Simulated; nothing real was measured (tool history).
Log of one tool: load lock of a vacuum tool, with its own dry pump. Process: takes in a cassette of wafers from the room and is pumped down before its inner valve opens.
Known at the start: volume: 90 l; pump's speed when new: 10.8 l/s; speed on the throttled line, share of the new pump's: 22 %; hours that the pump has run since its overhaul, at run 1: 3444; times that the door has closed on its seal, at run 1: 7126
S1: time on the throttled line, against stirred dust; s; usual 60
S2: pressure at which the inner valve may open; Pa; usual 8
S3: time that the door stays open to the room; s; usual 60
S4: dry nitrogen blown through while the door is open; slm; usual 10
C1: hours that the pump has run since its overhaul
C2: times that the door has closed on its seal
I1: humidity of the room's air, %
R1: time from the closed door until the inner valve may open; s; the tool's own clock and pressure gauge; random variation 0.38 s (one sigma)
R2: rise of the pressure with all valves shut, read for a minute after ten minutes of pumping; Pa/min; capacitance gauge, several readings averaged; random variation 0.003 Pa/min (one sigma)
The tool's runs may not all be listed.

run	hour	S1	S2	S3	S4	C1	C2	I1	R1	R2
1	0.0	60	8	60	10	3444	7126	47.8	131.3	0.079
2	77.1	60	8	60	10	3521	7354	45.1	131.7	0.085
3	137.8	60	8	60	10	3581	7534	46.0	131.0	0.082
4	261.1	60	8	60	10	3705	7899	44.1	132.0	0.084
5	349.6	60	8	60	10	3793	8161	42.9	131.9	0.087
6	406.1	60	8	60	10	3850	8329	47.2	132.8	0.094
7	464.2	60	8	60	10	3908	8501	44.4	131.8	0.092
8	576.4	115	8	60	10	4020	8833	46.9	174.4	0.100
9	660.9	31	16	50	11	4105	9083	44.2	103.5	0.091
10	713.3	31	16	50	11	4157	9239	46.2	103.8	0.095
11	797.9	47	11	50	4	4241	9489	42.9	118.9	0.104
12	895.6	105	11	69	4	4339	9779	47.8	163.5	0.127
13	958.1	60	8	220	9	4402	9964	46.3	132.4	0.167
14	1066.1	49	8	95	10	4510	10284	44.9	125.2	0.121

Measured less the same run without the tool's hidden state. The same run-to-run variation is in both; the gauge's scatter may not be:
The hidden state here: pump's speed, % of a new pump's; leak at the door's seal, Pa l/s; drift of the gauge itself on ready_s, %; drift of the gauge itself on rise_pa_min, %.
run	R1	R2
1	+5.1	+0.047
2	+5.2	+0.050
3	+5.2	+0.052
4	+5.4	+0.054
5	+5.5	+0.057
6	+5.6	+0.057
7	+5.6	+0.059
8	+4.7	+0.061
9	+5.8	+0.063
10	+5.9	+0.067
11	+5.9	+0.070
12	+5.0	+0.073
13	+6.1	+0.073
14	+6.7	+0.078
